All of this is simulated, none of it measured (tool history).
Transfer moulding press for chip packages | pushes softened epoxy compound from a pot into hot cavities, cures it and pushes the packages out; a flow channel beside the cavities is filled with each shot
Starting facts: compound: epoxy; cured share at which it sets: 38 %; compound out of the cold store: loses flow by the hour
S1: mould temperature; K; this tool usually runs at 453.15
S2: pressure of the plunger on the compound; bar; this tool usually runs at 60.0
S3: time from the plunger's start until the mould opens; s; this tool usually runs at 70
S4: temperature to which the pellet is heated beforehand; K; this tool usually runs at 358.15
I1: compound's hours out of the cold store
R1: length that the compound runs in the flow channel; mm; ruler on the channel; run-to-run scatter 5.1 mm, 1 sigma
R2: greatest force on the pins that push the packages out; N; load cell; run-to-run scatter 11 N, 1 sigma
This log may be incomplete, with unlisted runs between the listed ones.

{"run": 1, "hour": 0.0, "S1": 453.15, "S2": 60.0, "S3": 70, "S4": 358.15, "I1": 15.4, "R1": 462, "R2": 669}
{"hour": 26.2, "done": "plunger's sealing rings changed"}
{"run": 2, "hour": 36.3, "S1": 453.15, "S2": 60.0, "S3": 70, "S4": 358.15, "I1": 13.4, "R1": 533, "R2": 823}
{"hour": 57.1, "done": "cavities cleaned with cleaning compound and waxed"}
{"run": 3, "hour": 109.6, "S1": 453.15, "S2": 60.0, "S3": 70, "S4": 357.15, "I1": 45.9, "R1": 446, "R2": 810}
{"hour": 123.6, "done": "cavities cleaned with cleaning compound and waxed"}
{"run": 4, "hour": 175.3, "S1": 453.15, "S2": 60.0, "S3": 70, "S4": 358.15, "I1": 40.2, "R1": 448, "R2": 798}
{"hour": 190.2, "done": "cavities cleaned with cleaning compound and waxed"}
{"run": 5, "hour": 227.3, "S1": 453.15, "S2": 60.0, "S3": 70, "S4": 358.15, "I1": 35.1, "R1": 453, "R2": 747}
{"hour": 257.7, "done": "cavities cleaned with cleaning compound and waxed"}
{"run": 6, "hour": 297.8, "S1": 453.15, "S2": 60.0, "S3": 70, "S4": 358.15, "I1": 15.3, "R1": 477, "R2": 796}
{"hour": 325.6, "done": "cavities cleaned with cleaning compound and waxed"}
{"run": 7, "hour": 336.5, "S1": 453.15, "S2": 60.0, "S3": 70, "S4": 358.15, "I1": 9.4, "R1": 507, "R2": 619}
{"run": 8, "hour": 383.0, "S1": 458.15, "S2": 60.0, "S3": 70, "S4": 358.15, "I1": 31.4, "R1": 431, "R2": 761}
{"hour": 390.6, "done": "cavities cleaned with cleaning compound and waxed"}
{"run": 9, "hour": 430.4, "S1": 453.15, "S2": 60.0, "S3": 70, "S4": 351.15, "I1": 17.1, "R1": 473, "R2": 780}
{"hour": 460.0, "done": "cavities cleaned with cleaning compound and waxed"}
{"run": 10, "hour": 482.5, "S1": 456.15, "S2": 60.0, "S3": 101, "S4": 348.15, "I1": 33.3, "R1": 418, "R2": 628}
{"hour": 488.7, "done": "mould's thermocouples calibrated"}
{"hour": 498.2, "done": "plunger's sealing rings changed"}
{"hour": 532.0, "done": "cavities cleaned with cleaning compound and waxed"}
{"run": 11, "hour": 547.2, "S1": 453.15, "S2": 62.7, "S3": 104, "S4": 366.15, "I1": 46.8, "R1": 457, "R2": 588}
{"run": 12, "hour": 593.0, "S1": 449.15, "S2": 49.7, "S3": 75, "S4": 358.15, "I1": 46.3, "R1": 423, "R2": 850}
{"hour": 601.2, "done": "cavities cleaned with cleaning compound and waxed"}
{"run": 13, "hour": 644.2, "S1": 449.15, "S2": 49.7, "S3": 75, "S4": 358.15, "I1": 41.1, "R1": 414, "R2": 804}
{"hour": 667.9, "done": "cavities cleaned with cleaning compound and waxed"}
{"run": 14, "hour": 712.5, "S1": 453.15, "S2": 49.7, "S3": 53, "S4": 358.15, "I1": 36.6, "R1": 409, "R2": 1140}
{"hour": 731.7, "done": "cavities cleaned with cleaning compound and waxed"}
{"run": 15, "hour": 751.6, "S1": 453.15, "S2": 57.9, "S3": 109, "S4": 364.15, "I1": 45.1, "R1": 415, "R2": 598}

3 options for the next run, each taken on its own from the tool as it stands now. Forecast them:
{"hour": 797.2, "done": "cavities cleaned with cleaning compound and waxed"}
{"run": "A", "hour": 797.8, "S1": 453.15, "S2": 62.6, "S3": 68, "S4": 364.15, "I1": 35.5, "R1": "?", "R2": "?"}
{"hour": 797.2, "done": "cavities cleaned with cleaning compound and waxed"}
{"run": "B", "hour": 797.8, "S1": 453.15, "S2": 57.9, "S3": 70, "S4": 364.15, "I1": 36.0, "R1": "?", "R2": "?"}
{"hour": 797.2, "done": "cavities cleaned with cleaning compound and waxed"}
{"run": "C", "hour": 797.8, "S1": 451.15, "S2": 58.6, "S3": 53, "S4": 364.15, "I1": 16.5, "R1": "?", "R2": "?"}

run=A R1=451 R2=478
run=B R1=427 R2=462
run=C R1=483 R2=813
What these runs would have given with no unlogged condition in the tool:
run=A R1=490 R2=500
run=B R1=464 R2=477
run=C R1=526 R2=961
